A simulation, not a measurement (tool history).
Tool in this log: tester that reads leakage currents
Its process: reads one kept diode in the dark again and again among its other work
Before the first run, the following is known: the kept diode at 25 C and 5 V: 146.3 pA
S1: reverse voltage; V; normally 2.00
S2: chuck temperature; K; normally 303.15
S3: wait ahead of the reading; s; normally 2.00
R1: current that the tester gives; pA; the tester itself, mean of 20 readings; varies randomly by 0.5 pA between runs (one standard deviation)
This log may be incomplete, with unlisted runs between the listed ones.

Run 1, hour 0.0: usual settings. Result: R1 149.30 pA.
Run 2, hour 133.6: usual settings but S3 0.90 s. Result: R1 148.52 pA.
Run 3, hour 267.2: usual settings but S3 0.90 s. Result: R1 146.74 pA.
Run 4, hour 339.0: usual settings but S3 0.90 s. Result: R1 146.91 pA.
Run 5, hour 439.0: usual settings. Result: R1 144.81 pA.
Run 6, hour 511.6: usual settings but S1 2.94 V. Result: R1 163.44 pA.
Run 7, hour 608.8: usual settings but S1 2.94 V. Result: R1 162.49 pA.
Run 8, hour 725.2: usual settings but S1 2.94 V. Result: R1 161.14 pA.
Run 9, hour 837.2: usual settings but S1 1.80 V. Result: R1 136.81 pA.
At hour 961.8: chuck's temperature calibrated.
Run 10, hour 1004.4: usual settings but S1 1.80 V. Result: R1 163.59 pA.
Run 11, hour 1076.8: usual settings but S1 4.11 V. Result: R1 210.51 pA.
Run 12, hour 1177.2: usual settings but S1 4.11 V. Result: R1 209.24 pA.
Run 13, hour 1280.2: usual settings but S1 4.11 V. Result: R1 208.07 pA.
Run 14, hour 1403.1: usual settings but S1 4.11 V. Result: R1 207.50 pA.
At hour 1443.5: probe card cleaned and baked.
Run 15, hour 1515.0: usual settings but S1 4.11 V. Result: R1 203.16 pA.
At hour 1593.2: tester calibrated.
Run 16, hour 1593.2: usual settings. Result: R1 157.56 pA.
Run 17, hour 1666.6: usual settings but S2 313.15 K. Result: R1 339.27 pA.
Run 18, hour 1823.2: usual settings but S1 2.23 V, S2 313.15 K. Result: R1 349.15 pA.
Run 19, hour 1961.4: usual settings. Result: R1 155.07 pA.
Run 20, hour 2107.1: usual settings but S3 0.63 s. Result: R1 153.18 pA.

Run 21 has not been measured yet. What should we expect?
Run 21, hour 2178.6: usual settings but S3 0.32 s. Result: R1 ?.

Run 21 came out at R1 153.61 pA.
With no hidden state in the tool, this same run would have given R1 166.16 pA.
